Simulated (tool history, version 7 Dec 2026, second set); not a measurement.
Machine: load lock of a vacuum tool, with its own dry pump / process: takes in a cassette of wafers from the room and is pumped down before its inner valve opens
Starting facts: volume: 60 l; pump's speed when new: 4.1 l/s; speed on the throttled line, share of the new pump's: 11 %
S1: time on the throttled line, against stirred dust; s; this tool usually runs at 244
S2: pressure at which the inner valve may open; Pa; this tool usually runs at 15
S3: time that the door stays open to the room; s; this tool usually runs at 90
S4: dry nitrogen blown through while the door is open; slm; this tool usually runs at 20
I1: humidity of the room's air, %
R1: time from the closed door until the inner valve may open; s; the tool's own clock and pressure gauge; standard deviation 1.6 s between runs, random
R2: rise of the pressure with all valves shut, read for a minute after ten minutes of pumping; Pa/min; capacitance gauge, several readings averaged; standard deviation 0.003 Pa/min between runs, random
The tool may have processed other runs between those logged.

run    hour   S1  S2  S3  S4    I1     R1     R2
  1       0  244  15  90  20  46.7  352.6  0.139
  2   130.9  244  15  90  20  43.2    352  0.134
  3   367.4  244  15  90  20  44.5  353.6  0.138
  4   617.2  244  15  78  20  44.1  353.7  0.145
  5   794.7  244  15  78  20  49.6  353.6  0.155
  6   972.6  244  15  27  20    47  351.5  0.139
  7  1213.9  244  24  90  20  45.1  346.5   0.17
  8  1389.2  244  15  90  20  44.1    353  0.175
  9  1580.1  244  15  90  20  45.1  351.6  0.187
 10  1819.4  244  15  90  20  42.8  353.5  0.194
 11  1992.4  244  15  90  20  47.3  354.7  0.203
 12  2158.1  262  15  90  20  45.2  372.2  0.206
 13  2363.5  262  15  90  20  40.3  370.2  0.212
 14  2589.3  273  16  90  20  48.3  378.9   0.23

Run 15 comes next. What will it give?
 15  2816.7  324  15  90  11  46.7   ?   ?

{"run 15": {"R1": 425.9, "R2": 0.252}}
Take away the tool's hidden state, keep the run-to-run variation as it was, and the same run would have given R1 417.4 s, R2 0.06 Pa/min.
